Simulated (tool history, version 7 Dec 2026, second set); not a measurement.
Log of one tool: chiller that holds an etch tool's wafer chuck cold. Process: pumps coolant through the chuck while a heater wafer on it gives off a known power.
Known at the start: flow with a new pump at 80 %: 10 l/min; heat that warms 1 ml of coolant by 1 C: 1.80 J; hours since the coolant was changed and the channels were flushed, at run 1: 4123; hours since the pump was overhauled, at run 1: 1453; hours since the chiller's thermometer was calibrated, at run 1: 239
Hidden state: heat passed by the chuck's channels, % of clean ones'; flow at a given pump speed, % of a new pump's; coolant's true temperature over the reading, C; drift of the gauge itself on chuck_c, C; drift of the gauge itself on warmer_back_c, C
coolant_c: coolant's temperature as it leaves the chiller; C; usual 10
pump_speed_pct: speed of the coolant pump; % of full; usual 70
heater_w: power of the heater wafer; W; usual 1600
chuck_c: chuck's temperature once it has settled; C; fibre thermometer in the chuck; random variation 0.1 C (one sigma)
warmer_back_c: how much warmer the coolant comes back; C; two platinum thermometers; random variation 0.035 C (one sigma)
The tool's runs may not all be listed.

| run | hour | coolant_c | pump_speed_pct | heater_w | hours since the coolant was changed and the channels were flushed | hours since the pump was overhauled | hours since the chiller's thermometer was calibrated | chuck_c | warmer_back_c |
|---|---|---|---|---|---|---|---|---|---|
| 1 | 0 | 10 | 70 | 1600 | 4123 | 1453 | 239 | 24.2 | 6.29 |
| 2 | 33.9 | 10 | 70 | 1600 | 4157 | 1487 | 273 | 24.6 | 6.31 |
| 3 | 61.5 | 10 | 70 | 1600 | 4184 | 1514 | 300 | 24.6 | 6.26 |
|  | 70.3 | coolant changed, channels flushed |
| 4 | 85.5 | 0 | 70 | 1600 | 15 | 1532 | 318 | 12.5 | 6.37 |
| 5 | 112.4 | 1 | 70 | 1600 | 42 | 1559 | 345 | 13.7 | 6.35 |
| 6 | 131.9 | 1 | 70 | 1600 | 62 | 1579 | 365 | 13.5 | 6.34 |
| 7 | 167.4 | 10 | 70 | 1600 | 97 | 1614 | 400 | 22.8 | 6.35 |
| 8 | 193.9 | 10 | 70 | 1600 | 124 | 1641 | 427 | 22.7 | 6.33 |
| 9 | 225.2 | 10 | 70 | 1600 | 155 | 1672 | 458 | 22.6 | 6.36 |
| 10 | 253.7 | 10 | 70 | 1639 | 183 | 1701 | 487 | 22.9 | 6.47 |
| 11 | 290.2 | 12 | 61 | 2001 | 220 | 1737 | 523 | 30.2 | 9.18 |
| 12 | 305.8 | 12 | 61 | 944 | 236 | 1753 | 539 | 20.8 | 4.35 |
| 13 | 340.9 | 20 | 92 | 2119 | 271 | 1788 | 574 | 33.1 | 6.17 |
|  | 345.1 | chiller's thermometer calibrated |
| 14 | 375.3 | 3 | 94 | 1515 | 304 | 1821 | 30 | 12 | 4.34 |
| 15 | 394 | 3 | 70 | 1600 | 323 | 1840 | 49 | 15.6 | 6.37 |

Run 16 comes next. What will it give?
| 16 | 417.3 | 3 | 70 | 1600 | 346 | 1863 | 72 | ? | ? |

Run 16 gave chuck_c 15.8 C, warmer_back_c 6.28 C.
Without the tool's hidden state the same run would have given chuck_c 15.3 C, warmer_back_c 6.09 C.
